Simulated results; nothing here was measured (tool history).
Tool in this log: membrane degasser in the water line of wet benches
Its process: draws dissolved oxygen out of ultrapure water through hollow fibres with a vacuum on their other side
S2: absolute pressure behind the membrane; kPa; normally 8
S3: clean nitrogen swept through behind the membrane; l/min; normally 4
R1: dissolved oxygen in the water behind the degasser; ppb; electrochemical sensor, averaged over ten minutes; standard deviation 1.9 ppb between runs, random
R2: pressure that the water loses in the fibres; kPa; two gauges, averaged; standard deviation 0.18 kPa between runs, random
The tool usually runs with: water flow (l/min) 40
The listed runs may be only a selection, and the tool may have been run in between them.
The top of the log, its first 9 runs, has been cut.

At day 66.725: seals of the vacuum lines changed.
Run 10, day 70.446: usual settings. Result: R1 215.2 ppb, R2 37.26 kPa.
Run 11, day 77.754: usual settings. Result: R1 211.5 ppb, R2 37.39 kPa.
Run 12, day 84.75: usual settings. Result: R1 214.9 ppb, R2 37.29 kPa.
Run 13, day 94.183: usual settings but S3 5.18 l/min. Result: R1 191.4 ppb, R2 37.16 kPa.
Run 14, day 102.712: usual settings but S3 2.72 l/min. Result: R1 263.2 ppb, R2 37.71 kPa.
Run 15, day 112.046: usual settings. Result: R1 218.3 ppb, R2 37.45 kPa.
Run 16, day 118.775: usual settings. Result: R1 218.1 ppb, R2 37.5 kPa.
Run 17, day 124.375: usual settings but S2 8.6 kPa. Result: R1 235.1 ppb, R2 37.42 kPa.
Run 18, day 132.429: usual settings but S2 8.6 kPa. Result: R1 228 ppb, R2 37.23 kPa.

Expected results for the next run?
Run 19, day 137.296: usual settings but water flow (l/min) 47, S2 8.6 kPa, S3 4.73 l/min. Result: R1 ?, R2 ?.

R1: 274 ppb
R2: 43.94 kPa
On a tool with no hidden condition, and with the same random variation, this run would have come out at R1 239.4 ppb, R2 41.47 kPa.
